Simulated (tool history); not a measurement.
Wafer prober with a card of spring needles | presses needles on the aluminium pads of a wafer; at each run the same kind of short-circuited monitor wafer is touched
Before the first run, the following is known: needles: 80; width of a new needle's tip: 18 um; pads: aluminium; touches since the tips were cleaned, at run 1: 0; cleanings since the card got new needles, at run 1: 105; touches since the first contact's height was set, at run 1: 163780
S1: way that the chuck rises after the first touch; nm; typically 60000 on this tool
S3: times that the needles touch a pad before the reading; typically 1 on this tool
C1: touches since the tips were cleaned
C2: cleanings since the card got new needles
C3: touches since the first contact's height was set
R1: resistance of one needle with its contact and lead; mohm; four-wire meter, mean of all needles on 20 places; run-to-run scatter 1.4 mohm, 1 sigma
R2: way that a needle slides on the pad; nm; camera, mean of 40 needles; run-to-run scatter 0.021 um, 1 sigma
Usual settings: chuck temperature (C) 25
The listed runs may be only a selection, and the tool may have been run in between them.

run 1 day=0 | S1=60000 chuck_temperature_(C)=25 S3=1 | C1=0 C2=105 C3=163780 | R1=136 R2=9710
-- day=0.608 tips cleaned on abrasive film
-- day=1.212 tips cleaned on abrasive film
run 2 day=1.538 | S1=60000 chuck_temperature_(C)=25 S3=1 | C1=3423 C2=107 C3=180028 | R1=234 R2=9710
-- day=1.821 tips cleaned on abrasive film
-- day=2.529 tips cleaned on abrasive film
-- day=3.258 tips cleaned on abrasive film
run 3 day=3.588 | S1=60000 chuck_temperature_(C)=36 S3=1 | C1=3496 C2=110 C3=201732 | R1=242 R2=9630
-- day=3.983 tips cleaned on abrasive film
-- day=3.996 height of the first contact set anew
-- day=4.704 tips cleaned on abrasive film
-- day=5.379 tips cleaned on abrasive film
run 4 day=5.629 | S1=60000 chuck_temperature_(C)=25 S3=1 | C1=2653 C2=113 C3=17263 | R1=219 R2=10010
-- day=6.083 tips cleaned on abrasive film
-- day=6.688 tips cleaned on abrasive film
-- day=7.354 tips cleaned on abrasive film
run 5 day=7.354 | S1=60000 chuck_temperature_(C)=25 S3=1 | C1=0 C2=116 C3=35485 | R1=139 R2=9910
-- day=7.988 tips cleaned on abrasive film
-- day=8.683 tips cleaned on abrasive film
run 6 day=8.692 | S1=60000 chuck_temperature_(C)=25 S3=1 | C1=111 C2=118 C3=49635 | R1=139 R2=9930
-- day=9.388 tips cleaned on abrasive film
-- day=10.104 tips cleaned on abrasive film
run 7 day=10.179 | S1=60000 chuck_temperature_(C)=25 S3=1 | C1=815 C2=120 C3=65372 | R1=168 R2=9880
-- day=10.771 tips cleaned on abrasive film
-- day=11.412 tips cleaned on abrasive film
-- day=12.096 tips cleaned on abrasive film
run 8 day=12.179 | S1=60000 chuck_temperature_(C)=25 S3=1 | C1=896 C2=123 C3=86528 | R1=187 R2=9830
-- day=12.771 tips cleaned on abrasive film
-- day=13.408 tips cleaned on abrasive film
run 9 day=13.642 | S1=46000 chuck_temperature_(C)=25 S3=1 | C1=2486 C2=125 C3=101966 | R1=308 R2=7480
-- day=14.062 tips cleaned on abrasive film
-- day=14.75 tips cleaned on abrasive film
run 10 day=15.208 | S1=46000 chuck_temperature_(C)=25 S3=1 | C1=4873 C2=127 C3=118535 | R1=350 R2=7450
-- day=15.362 tips cleaned on abrasive film
-- day=16.071 tips cleaned on abrasive film
-- day=16.783 tips cleaned on abrasive film
-- day=17.538 tips cleaned on abrasive film
run 11 day=17.608 | S1=60000 chuck_temperature_(C)=25 S3=1 | C1=749 C2=131 C3=143895 | R1=174 R2=9800
-- day=18.262 tips cleaned on abrasive film
-- day=18.958 tips cleaned on abrasive film
run 12 day=18.967 | S1=60000 chuck_temperature_(C)=25 S3=1 | C1=97 C2=133 C3=158280 | R1=142 R2=9710
-- day=19.562 tips cleaned on abrasive film
run 13 day=20.004 | S1=41000 chuck_temperature_(C)=25 S3=1 | C1=4696 C2=134 C3=169270 | R1=439 R2=6530
-- day=20.308 tips cleaned on abrasive film
-- day=21.05 tips cleaned on abrasive film
-- day=21.754 tips cleaned on abrasive film
run 14 day=21.754 | S1=60000 chuck_temperature_(C)=25 S3=1 | C1=0 C2=137 C3=187727 | R1=140 R2=9630
-- day=22.454 tips cleaned on abrasive film
-- day=23.162 tips cleaned on abrasive film
-- day=23.475 height of the first contact set anew
run 15 day=23.671 | S1=56000 chuck_temperature_(C)=69 S3=1 | C1=5266 C2=139 C3=2073 | R1=280 R2=9350
-- day=23.825 tips cleaned on abrasive film
-- day=24.517 tips cleaned on abrasive film
-- day=25.229 tips cleaned on abrasive film
-- day=25.846 tips cleaned on abrasive film
run 16 day=25.846 | S1=60000 chuck_temperature_(C)=25 S3=1 | C1=0 C2=143 C3=25017 | R1=134 R2=9970
-- day=26.529 tips cleaned on abrasive film
run 17 day=26.842 | S1=41000 chuck_temperature_(C)=35 S3=2 | C1=3307 C2=144 C3=35562 | R1=286 R2=6800
-- day=27.25 tips cleaned on abrasive film
-- day=27.983 tips cleaned on abrasive film
-- day=28.65 tips cleaned on abrasive film
run 18 day=28.65 | S1=70000 chuck_temperature_(C)=59 S3=2 | C1=0 C2=147 C3=54681 | R1=137 R2=11570
-- day=29.367 tips cleaned on abrasive film
-- day=30.067 tips cleaned on abrasive film
-- day=30.758 tips cleaned on abrasive film
run 19 day=30.758 | S1=76000 chuck_temperature_(C)=63 S3=2 | C1=0 C2=150 C3=76961 | R1=135 R2=12560
-- day=31.475 tips cleaned on abrasive film
-- day=32.2 tips cleaned on abrasive film
run 20 day=32.654 | S1=69000 chuck_temperature_(C)=63 S3=2 | C1=4844 C2=152 C3=97069 | R1=190 R2=11360
-- day=32.808 tips cleaned on abrasive film
-- day=33.412 tips cleaned on abrasive film
run 21 day=33.825 | S1=60000 chuck_temperature_(C)=26 S3=1 | C1=4351 C2=154 C3=109402 | R1=261 R2=9840
-- day=34.088 tips cleaned on abrasive film
-- day=34.788 tips cleaned on abrasive film
run 22 day=34.846 | S1=60000 chuck_temperature_(C)=26 S3=1 | C1=614 C2=156 C3=120195 | R1=176 R2=9780
-- day=35.404 tips cleaned on abrasive film
-- day=36.05 tips cleaned on abrasive film
-- day=36.725 tips cleaned on abrasive film
run 23 day=36.725 | S1=58000 chuck_temperature_(C)=112 S3=2 | C1=0 C2=159 C3=140060 | R1=145 R2=9420
-- day=37.367 tips cleaned on abrasive film
-- day=38.1 tips cleaned on abrasive film
run 24 day=38.554 | S1=60000 chuck_temperature_(C)=25 S3=2 | C1=4813 C2=161 C3=159414 | R1=211 R2=9740
-- day=38.838 tips cleaned on abrasive film
-- day=39.592 tips cleaned on abrasive film
-- day=40.267 tips cleaned on abrasive film
run 25 day=40.362 | S1=52000 chuck_temperature_(C)=30 S3=2 | C1=1032 C2=164 C3=178538 | R1=193 R2=8380

Run 26 has not been measured yet. What should we expect?
-- day=40.967 tips cleaned on abrasive film
-- day=41.621 tips cleaned on abrasive film
run 26 day=41.725 | S1=52000 chuck_temperature_(C)=30 S3=2 | C1=1132 C2=166 C3=192932 | R1=? R2=?

{"run 26": {"R1": 191, "R2": 8330}}
Minus the tool's unlogged condition, the same run would have read R1 130 mohm, R2 8710 nm.
